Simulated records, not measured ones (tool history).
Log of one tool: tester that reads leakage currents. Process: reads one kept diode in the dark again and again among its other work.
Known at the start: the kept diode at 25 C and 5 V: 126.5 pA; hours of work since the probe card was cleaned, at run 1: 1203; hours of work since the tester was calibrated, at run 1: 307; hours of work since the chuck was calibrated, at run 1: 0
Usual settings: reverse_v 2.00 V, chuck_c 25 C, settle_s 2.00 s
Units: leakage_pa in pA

| run | day | reverse_v | chuck_c | settle_s | hours of work since the probe card was cleaned | hours of work since the tester was calibrated | hours of work since the chuck was calibrated | leakage_pa |
|---|---|---|---|---|---|---|---|---|
| 1 | 0.000 | 2.00 | 25 | 2.00 | 1203 | 307 | 0 | 81.02 |
| 2 | 5.554 | 2.00 | 24 | 2.00 | 1277 | 381 | 75 | 74.21 |
| 3 | 11.308 | 2.00 | 24 | 2.00 | 1355 | 458 | 152 | 73.51 |
| 4 | 14.900 | 2.00 | 24 | 2.00 | 1403 | 507 | 200 | 73.26 |
| 5 | 20.808 | 2.00 | 25 | 2.29 | 1482 | 586 | 279 | 78.20 |
| 6 | 23.746 | 5.36 | 25 | 2.00 | 1522 | 625 | 319 | 134.56 |
| 7 | 27.192 | 5.36 | 25 | 4.73 | 1568 | 672 | 365 | 133.29 |
| 8 | 33.512 | 2.00 | 25 | 1.20 | 1653 | 757 | 450 | 76.71 |
| 9 | 37.725 | 2.00 | 25 | 1.20 | 1709 | 813 | 506 | 76.06 |
| 10 | 42.050 | 2.00 | 25 | 1.20 | 1767 | 871 | 565 | 75.93 |
|  | 43.575 | chuck's temperature calibrated |
| 11 | 44.962 | 2.00 | 25 | 1.20 | 1805 | 909 | 19 | 83.97 |
|  | 48.758 | probe card cleaned and baked |
| 12 | 51.212 | 3.83 | 32 | 0.46 | 33 | 991 | 101 | 204.79 |
| 13 | 55.900 | 2.00 | 22 | 0.87 | 96 | 1054 | 164 | 65.83 |
| 14 | 61.558 | 16.54 | 28 | 3.51 | 172 | 1130 | 240 | 344.65 |
|  | 62.208 | probe card cleaned and baked, once more |
| 15 | 66.529 | 3.83 | 29 | 0.53 | 58 | 1195 | 305 | 147.44 |
| 16 | 72.258 | 9.72 | 25 | 2.00 | 135 | 1272 | 382 | 170.32 |
| 17 | 78.542 | 9.72 | 25 | 2.00 | 219 | 1357 | 466 | 169.22 |
| 18 | 84.179 | 6.30 | 24 | 1.87 | 295 | 1432 | 542 | 122.74 |
|  | 87.546 | chuck's temperature calibrated |
| 19 | 88.971 | 1.32 | 25 | 0.56 | 358 | 1496 | 19 | 65.09 |
| 20 | 92.575 | 7.81 | 32 | 0.52 | 407 | 1544 | 68 | 286.78 |
| 21 | 95.458 | 7.81 | 32 | 0.52 | 445 | 1583 | 106 | 286.58 |
| 22 | 99.242 | 7.81 | 38 | 0.49 | 496 | 1633 | 157 | 453.06 |

Forecast each of these 4 alternatives for the next run:
| A | 102.196 | 2.61 | 50 | 1.10 | 536 | 1673 | 197 | ? |
| B | 102.196 | 13.52 | 26 | 2.00 | 536 | 1673 | 197 | ? |
| C | 102.196 | 2.00 | 22 | 2.00 | 536 | 1673 | 197 | ? |
| D | 102.196 | 1.78 | 25 | 4.00 | 536 | 1673 | 197 | ? |

| run | leakage_pa |
|---|---|
| A | 617.10 |
| B | 234.70 |
| C | 60.95 |
| D | 73.56 |
Without the tool's hidden state the same runs would have given:
| run | leakage_pa |
|---|---|
| A | 629.35 |
| B | 230.98 |
| C | 61.19 |
| D | 74.29 |
